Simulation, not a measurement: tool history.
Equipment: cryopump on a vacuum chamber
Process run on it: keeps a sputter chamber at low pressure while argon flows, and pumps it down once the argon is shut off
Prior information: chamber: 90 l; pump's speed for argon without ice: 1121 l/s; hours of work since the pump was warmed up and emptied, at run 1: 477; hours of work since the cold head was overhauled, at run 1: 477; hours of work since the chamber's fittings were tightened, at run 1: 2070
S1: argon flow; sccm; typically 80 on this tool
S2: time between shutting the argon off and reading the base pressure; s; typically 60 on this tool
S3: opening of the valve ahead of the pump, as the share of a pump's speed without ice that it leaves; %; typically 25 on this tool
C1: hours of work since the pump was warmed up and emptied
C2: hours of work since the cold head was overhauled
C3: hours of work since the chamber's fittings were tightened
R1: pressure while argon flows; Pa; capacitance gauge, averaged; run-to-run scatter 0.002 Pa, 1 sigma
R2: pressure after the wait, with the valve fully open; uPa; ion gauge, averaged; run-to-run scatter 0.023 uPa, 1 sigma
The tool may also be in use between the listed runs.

Run 1, hour 0.0: usual settings; C1 477; C2 477; C3 2070. Result: R1 0.5127 Pa, R2 4.22 uPa.
Run 2, hour 14.2: usual settings; C1 489; C2 489; C3 2082. Result: R1 0.5119 Pa, R2 4.18 uPa.
Run 3, hour 34.0: usual settings; C1 507; C2 507; C3 2099. Result: R1 0.5140 Pa, R2 4.19 uPa.
Run 4, hour 58.5: usual settings but S1 38 sccm; C1 528; C2 528; C3 2120. Result: R1 0.2442 Pa, R2 4.33 uPa.
Run 5, hour 85.8: usual settings but S1 38 sccm; C1 551; C2 551; C3 2144. Result: R1 0.2433 Pa, R2 4.50 uPa.
Run 6, hour 104.2: usual settings; C1 567; C2 567; C3 2160. Result: R1 0.5204 Pa, R2 4.43 uPa.
Run 7, hour 132.7: usual settings but S2 63 s; C1 592; C2 592; C3 2184. Result: R1 0.5215 Pa, R2 4.51 uPa.
At hour 142.7: pump warmed up, emptied and cooled again.
At hour 144.7: leaking fittings of the chamber tightened, without venting.
Run 8, hour 163.4: usual settings but S2 63 s; C1 16; C2 612; C3 16. Result: R1 0.4868 Pa, R2 0.82 uPa.
Run 9, hour 189.9: usual settings but S2 63 s; C1 39; C2 635; C3 39. Result: R1 0.4882 Pa, R2 0.83 uPa.
Run 10, hour 217.9: usual settings but S2 89 s; C1 63; C2 659; C3 63. Result: R1 0.4887 Pa, R2 0.74 uPa.
Run 11, hour 234.2: usual settings; C1 77; C2 673; C3 77. Result: R1 0.4892 Pa, R2 0.93 uPa.
Run 12, hour 256.7: usual settings but S3 37 %; C1 97; C2 693; C3 97. Result: R1 0.3357 Pa, R2 0.97 uPa.
Run 13, hour 276.2: usual settings; C1 114; C2 710; C3 114. Result: R1 0.4890 Pa, R2 0.96 uPa.
Run 14, hour 289.8: usual settings; C1 125; C2 722; C3 125. Result: R1 0.4945 Pa, R2 0.99 uPa.
Run 15, hour 305.8: usual settings but S1 46 sccm; C1 139; C2 735; C3 139. Result: R1 0.2831 Pa, R2 1.06 uPa.
Run 16, hour 322.3: usual settings but S1 46 sccm; C1 153; C2 750; C3 153. Result: R1 0.2826 Pa, R2 1.06 uPa.
Run 17, hour 342.1: usual settings but S3 24 %; C1 170; C2 767; C3 170. Result: R1 0.5167 Pa, R2 1.10 uPa.
Run 18, hour 356.5: usual settings but S2 151 s; C1 183; C2 779; C3 183. Result: R1 0.4954 Pa, R2 0.86 uPa.
Run 19, hour 372.7: usual settings but S1 43 sccm, S2 148 s, S3 16 %; C1 197; C2 793; C3 197. Result: R1 0.4129 Pa, R2 0.84 uPa.
Run 20, hour 393.1: usual settings but S1 43 sccm, S2 274 s, S3 32 %; C1 215; C2 811; C3 215. Result: R1 0.2091 Pa, R2 0.80 uPa.
Run 21, hour 422.0: usual settings but S1 109 sccm, S2 88 s, S3 48 %; C1 240; C2 836; C3 240. Result: R1 0.3616 Pa, R2 1.08 uPa.
Run 22, hour 441.1: usual settings but S1 109 sccm, S2 88 s, S3 48 %; C1 256; C2 852; C3 256. Result: R1 0.3655 Pa, R2 1.07 uPa.
Run 23, hour 452.9: usual settings but S1 101 sccm, S3 22 %; C1 266; C2 862; C3 266. Result: R1 0.7172 Pa, R2 1.25 uPa.
Run 24, hour 469.3: usual settings but S1 101 sccm, S3 22 %; C1 280; C2 876; C3 280. Result: R1 0.7168 Pa, R2 1.28 uPa.
Run 25, hour 482.3: usual settings but S1 101 sccm, S3 22 %; C1 292; C2 888; C3 292. Result: R1 0.7181 Pa, R2 1.31 uPa.
Run 26, hour 501.9: usual settings but S2 299 s, S3 53 %; C1 309; C2 905; C3 309. Result: R1 0.2464 Pa, R2 0.92 uPa.
Run 27, hour 525.8: usual settings but S1 40 sccm, S2 83 s, S3 33 %; C1 329; C2 925; C3 329. Result: R1 0.1940 Pa, R2 1.18 uPa.
Run 28, hour 548.9: usual settings but S1 40 sccm, S2 83 s, S3 33 %; C1 349; C2 945; C3 349. Result: R1 0.1928 Pa, R2 1.25 uPa.
Run 29, hour 576.7: usual settings but S1 35 sccm, S3 36 %; C1 373; C2 969; C3 373. Result: R1 0.1558 Pa, R2 1.43 uPa.
Run 30, hour 591.8: usual settings but S1 38 sccm, S2 191 s, S3 38 %; C1 386; C2 982; C3 386. Result: R1 0.1634 Pa, R2 1.10 uPa.
Run 31, hour 605.9: usual settings but S1 116 sccm, S2 86 s, S3 42 %; C1 398; C2 994; C3 398. Result: R1 0.4545 Pa, R2 1.37 uPa.
Run 32, hour 630.7: usual settings but S1 126 sccm, S2 88 s, S3 51 %; C1 420; C2 1016; C3 420. Result: R1 0.4158 Pa, R2 1.41 uPa.
Run 33, hour 653.9: usual settings but S1 33 sccm, S3 48 %; C1 440; C2 1036; C3 440. Result: R1 0.1149 Pa, R2 1.56 uPa.
Run 34, hour 681.2: usual settings but S1 146 sccm, S2 39 s, S3 16 %; C1 463; C2 1060; C3 463. Result: R1 1.4336 Pa, R2 1.88 uPa.

4 ways to go on from here, each from the tool as it stands after run 34. What would each give?
Run A, hour 698.6: usual settings but S1 50 sccm, S2 116 s, S3 30 %; C1 478; C2 1075; C3 478. Result: R1 ?, R2 ?.
Run B, hour 698.6: usual settings but S1 125 sccm, S2 39 s, S3 16 %; C1 478; C2 1075; C3 478. Result: R1 ?, R2 ?.
Run C, hour 698.6: usual settings but S2 58 s; C1 478; C2 1075; C3 478. Result: R1 ?, R2 ?.
Run D, hour 698.6: usual settings but S3 42 %; C1 478; C2 1075; C3 478. Result: R1 ?, R2 ?.

run      R1    R2
  A  0.2704  1.44
  B  1.2362  1.93
  C  0.5156  1.70
  D  0.3203  1.63
Stripped of hidden state, with their random variation kept, the same runs would have yielded:
run      R1    R2
  A  0.2505  0.49
  B  1.1860  0.97
  C  0.4836  0.75
  D  0.2882  0.70
